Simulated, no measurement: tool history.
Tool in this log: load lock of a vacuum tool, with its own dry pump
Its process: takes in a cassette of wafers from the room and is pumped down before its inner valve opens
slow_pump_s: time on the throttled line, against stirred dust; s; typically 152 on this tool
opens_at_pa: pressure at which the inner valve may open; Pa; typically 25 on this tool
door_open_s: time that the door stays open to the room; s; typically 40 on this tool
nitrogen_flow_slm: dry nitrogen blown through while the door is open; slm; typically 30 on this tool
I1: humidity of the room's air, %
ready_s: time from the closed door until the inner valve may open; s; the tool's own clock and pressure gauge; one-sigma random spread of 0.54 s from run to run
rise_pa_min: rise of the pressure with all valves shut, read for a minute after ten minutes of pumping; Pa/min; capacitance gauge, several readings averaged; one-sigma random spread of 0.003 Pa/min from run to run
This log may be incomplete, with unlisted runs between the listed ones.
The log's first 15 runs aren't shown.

{"run": 16, "hour": 4789.5, "slow_pump_s": 152, "opens_at_pa": 38, "door_open_s": 40, "nitrogen_flow_slm": 30, "I1": 45.5, "ready_s": 193, "rise_pa_min": 0.397}
{"run": 17, "hour": 5087.3, "slow_pump_s": 152, "opens_at_pa": 38, "door_open_s": 40, "nitrogen_flow_slm": 30, "I1": 46.6, "ready_s": 193.2, "rise_pa_min": 0.43}
{"run": 18, "hour": 5314.5, "slow_pump_s": 152, "opens_at_pa": 38, "door_open_s": 40, "nitrogen_flow_slm": 15, "I1": 44.6, "ready_s": 193.7, "rise_pa_min": 0.45}
{"hour": 5610.1, "done": "door's seal changed, seat wiped"}
{"run": 19, "hour": 5675.6, "slow_pump_s": 152, "opens_at_pa": 38, "door_open_s": 40, "nitrogen_flow_slm": 15, "I1": 47.7, "ready_s": 194.5, "rise_pa_min": 0.027}
{"run": 20, "hour": 6093.9, "slow_pump_s": 152, "opens_at_pa": 25, "door_open_s": 35, "nitrogen_flow_slm": 15, "I1": 47.4, "ready_s": 197.5, "rise_pa_min": 0.032}
{"run": 21, "hour": 6422.8, "slow_pump_s": 171, "opens_at_pa": 50, "door_open_s": 40, "nitrogen_flow_slm": 13, "I1": 40.1, "ready_s": 208.8, "rise_pa_min": 0.031}
{"run": 22, "hour": 6621.4, "slow_pump_s": 175, "opens_at_pa": 25, "door_open_s": 40, "nitrogen_flow_slm": 7, "I1": 45.9, "ready_s": 219, "rise_pa_min": 0.046}
{"run": 23, "hour": 7017.5, "slow_pump_s": 175, "opens_at_pa": 25, "door_open_s": 40, "nitrogen_flow_slm": 7, "I1": 41.7, "ready_s": 217.7, "rise_pa_min": 0.053}
{"run": 24, "hour": 7249.5, "slow_pump_s": 280, "opens_at_pa": 25, "door_open_s": 113, "nitrogen_flow_slm": 30, "I1": 45.2, "ready_s": 311.7, "rise_pa_min": 0.059}
{"run": 25, "hour": 7577.5, "slow_pump_s": 211, "opens_at_pa": 33, "door_open_s": 39, "nitrogen_flow_slm": 22, "I1": 44.4, "ready_s": 247.6, "rise_pa_min": 0.06}
{"run": 26, "hour": 8028.5, "slow_pump_s": 137, "opens_at_pa": 26, "door_open_s": 116, "nitrogen_flow_slm": 7, "I1": 43.7, "ready_s": 184.9, "rise_pa_min": 0.101}
{"run": 27, "hour": 8441.4, "slow_pump_s": 137, "opens_at_pa": 26, "door_open_s": 55, "nitrogen_flow_slm": 7, "I1": 46.6, "ready_s": 183.7, "rise_pa_min": 0.106}
{"run": 28, "hour": 8894.1, "slow_pump_s": 152, "opens_at_pa": 18, "door_open_s": 40, "nitrogen_flow_slm": 24, "I1": 43.3, "ready_s": 199.8, "rise_pa_min": 0.107}
{"run": 29, "hour": 9329.4, "slow_pump_s": 152, "opens_at_pa": 18, "door_open_s": 40, "nitrogen_flow_slm": 24, "I1": 41.9, "ready_s": 200.2, "rise_pa_min": 0.12}
{"run": 30, "hour": 9570.1, "slow_pump_s": 152, "opens_at_pa": 18, "door_open_s": 40, "nitrogen_flow_slm": 24, "I1": 43, "ready_s": 200.9, "rise_pa_min": 0.136}
{"run": 31, "hour": 9924.1, "slow_pump_s": 80, "opens_at_pa": 25, "door_open_s": 40, "nitrogen_flow_slm": 30, "I1": 43.7, "ready_s": 134.2, "rise_pa_min": 0.146}
{"run": 32, "hour": 10203.0, "slow_pump_s": 248, "opens_at_pa": 19, "door_open_s": 27, "nitrogen_flow_slm": 7, "I1": 41.6, "ready_s": 285.4, "rise_pa_min": 0.159}
{"run": 33, "hour": 10569.6, "slow_pump_s": 152, "opens_at_pa": 25, "door_open_s": 229, "nitrogen_flow_slm": 26, "I1": 47.6, "ready_s": 197.9, "rise_pa_min": 0.206}
{"run": 34, "hour": 11004.5, "slow_pump_s": 198, "opens_at_pa": 25, "door_open_s": 52, "nitrogen_flow_slm": 22, "I1": 43.1, "ready_s": 238.9, "rise_pa_min": 0.202}
{"run": 35, "hour": 11347.9, "slow_pump_s": 91, "opens_at_pa": 40, "door_open_s": 33, "nitrogen_flow_slm": 5, "I1": 44.9, "ready_s": 140.5, "rise_pa_min": 0.225}
{"run": 36, "hour": 11747.2, "slow_pump_s": 91, "opens_at_pa": 40, "door_open_s": 33, "nitrogen_flow_slm": 5, "I1": 43.6, "ready_s": 141.1, "rise_pa_min": 0.255}
{"run": 37, "hour": 12009.0, "slow_pump_s": 163, "opens_at_pa": 20, "door_open_s": 77, "nitrogen_flow_slm": 9, "I1": 43.2, "ready_s": 211.1, "rise_pa_min": 0.278}

Consider 4 possible next runs. They are alternatives, not a sequence: every one starts from the tool as it was left by run 37. What does each give?
{"run": "A", "hour": 12431.4, "slow_pump_s": 296, "opens_at_pa": 25, "door_open_s": 42, "nitrogen_flow_slm": 30, "I1": 41, "ready_s": "?", "rise_pa_min": "?"}
{"run": "B", "hour": 12431.4, "slow_pump_s": 152, "opens_at_pa": 25, "door_open_s": 40, "nitrogen_flow_slm": 8, "I1": 42.5, "ready_s": "?", "rise_pa_min": "?"}
{"run": "C", "hour": 12431.4, "slow_pump_s": 200, "opens_at_pa": 20, "door_open_s": 63, "nitrogen_flow_slm": 41, "I1": 46.9, "ready_s": "?", "rise_pa_min": "?"}
{"run": "D", "hour": 12431.4, "slow_pump_s": 152, "opens_at_pa": 25, "door_open_s": 40, "nitrogen_flow_slm": 11, "I1": 44.5, "ready_s": "?", "rise_pa_min": "?"}

run=A ready_s=326.6 rise_pa_min=0.281
run=B ready_s=198.6 rise_pa_min=0.287
run=C ready_s=242.8 rise_pa_min=0.283
run=D ready_s=198.7 rise_pa_min=0.29
With the hidden condition removed and each run's random variation left untouched, the same runs would have given:
run=A ready_s=323.6 rise_pa_min=0.014
run=B ready_s=194.1 rise_pa_min=0.024
run=C ready_s=238.7 rise_pa_min=0.014
run=D ready_s=194.2 rise_pa_min=0.026
